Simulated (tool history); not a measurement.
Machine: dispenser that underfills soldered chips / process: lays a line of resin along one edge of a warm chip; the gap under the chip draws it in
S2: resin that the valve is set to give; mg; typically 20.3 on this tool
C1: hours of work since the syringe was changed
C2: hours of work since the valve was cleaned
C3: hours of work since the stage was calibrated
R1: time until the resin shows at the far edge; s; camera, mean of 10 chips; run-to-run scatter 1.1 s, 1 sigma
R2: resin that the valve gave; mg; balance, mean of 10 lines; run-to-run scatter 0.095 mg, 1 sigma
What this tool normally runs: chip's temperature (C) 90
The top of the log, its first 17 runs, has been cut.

run 18 hour=119.3 | chip's_temperature_(C)=98 S2=19.8 | C1=7 C2=41 C3=165 | R1=164.2 R2=19.04
-- hour=125.6 new syringe of resin
run 19 hour=125.6 | chip's_temperature_(C)=92 S2=26.3 | C1=0 C2=44 C3=168 | R1=104.5 R2=25.23
run 20 hour=131.8 | chip's_temperature_(C)=92 S2=26.3 | C1=4 C2=48 C3=172 | R1=143.9 R2=25.12
run 21 hour=138.7 | chip's_temperature_(C)=102 S2=20.3 | C1=8 C2=52 C3=176 | R1=161.0 R2=19.47
-- hour=144.5 new syringe of resin
run 22 hour=148.5 | chip's_temperature_(C)=102 S2=20.3 | C1=2 C2=58 C3=182 | R1=98.7 R2=19.12
run 23 hour=157.9 | chip's_temperature_(C)=95 S2=24.8 | C1=8 C2=64 C3=188 | R1=191.1 R2=23.42
-- hour=163.4 new syringe of resin
run 24 hour=164.4 | chip's_temperature_(C)=95 S2=24.8 | C1=1 C2=68 C3=192 | R1=104.4 R2=23.21
run 25 hour=174.0 | chip's_temperature_(C)=75 S2=20.7 | C1=6 C2=74 C3=198 | R1=304.0 R2=19.30
-- hour=182.6 new syringe of resin
run 26 hour=183.6 | chip's_temperature_(C)=81 S2=20.3 | C1=1 C2=79 C3=203 | R1=154.8 R2=18.85
run 27 hour=192.6 | chip's_temperature_(C)=103 S2=22.9 | C1=6 C2=85 C3=209 | R1=132.8 R2=21.05
run 28 hour=199.5 | chip's_temperature_(C)=80 S2=19.5 | C1=10 C2=89 C3=213 | R1=368.6 R2=17.90

Estimate the outcome of run 29 from the log above:
-- hour=201.3 new syringe of resin
run 29 hour=208.1 | chip's_temperature_(C)=80 S2=19.5 | C1=4 C2=94 C3=218 | R1=? R2=?

Run 29 measured R1 213.5 s, R2 17.75 mg.
If the tool had no hidden condition, the same run with the same run-to-run variation would have returned R1 143.9 s, R2 19.51 mg.

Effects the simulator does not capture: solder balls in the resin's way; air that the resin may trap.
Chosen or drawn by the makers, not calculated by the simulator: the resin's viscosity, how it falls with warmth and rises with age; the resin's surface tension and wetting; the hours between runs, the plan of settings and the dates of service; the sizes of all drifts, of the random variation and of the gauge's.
